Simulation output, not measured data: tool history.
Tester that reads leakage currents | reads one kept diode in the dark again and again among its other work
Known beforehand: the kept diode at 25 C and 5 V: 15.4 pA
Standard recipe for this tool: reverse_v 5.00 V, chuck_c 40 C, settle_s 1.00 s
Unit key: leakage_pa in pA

run     day  reverse_v  chuck_c  settle_s  leakage_pa
  1   0.000       5.00       40      1.00       70.52
  2   3.008       1.78       40      1.00       44.04
  3   8.025       7.55       40      1.00       87.40
  4  13.600       7.55       40      1.00       88.38
  5  19.625       7.55       40      1.00       90.58
     21.812  -- tester calibrated
  6  25.975       7.55       40      1.00       88.76
  7  29.692       7.55       40      1.00       89.80
  8  32.871       5.00       41      1.00       79.36
     38.767  -- probe card cleaned and baked
  9  39.646       5.00       41      1.00       72.04
 10  44.933       5.00       46      1.86      110.85
 11  51.329       2.45       40      1.86       50.12
 12  54.288       2.45       40      1.86       50.49
 13  57.658       2.45       40      1.86       50.92
 14  64.458       9.13       40      9.31       88.94
 15  71.096       9.13       40      2.17       91.41
 16  73.950       4.48       40      1.45       68.40
 17  78.942      16.02       35      4.89       78.55
 18  85.088       5.14       54      0.33      234.77

The same runs without the tool's hidden state, with the same run-to-run variation:
Hidden state present: stray current of the dirty probe card, pA a volt; current scale over the true one, %; true chuck temperature over the reading, C; drift of the gauge itself on leakage_pa, %.
run  leakage_pa
  1       62.36
  2       40.60
  3       73.85
  4       73.75
  5       74.54
  6       74.13
  7       74.41
  8       67.91
  9       68.00
 10      103.55
 11       46.00
 12       46.03
 13       46.09
 14       78.36
 15       79.21
 16       59.37
 17       64.08
 18      204.12

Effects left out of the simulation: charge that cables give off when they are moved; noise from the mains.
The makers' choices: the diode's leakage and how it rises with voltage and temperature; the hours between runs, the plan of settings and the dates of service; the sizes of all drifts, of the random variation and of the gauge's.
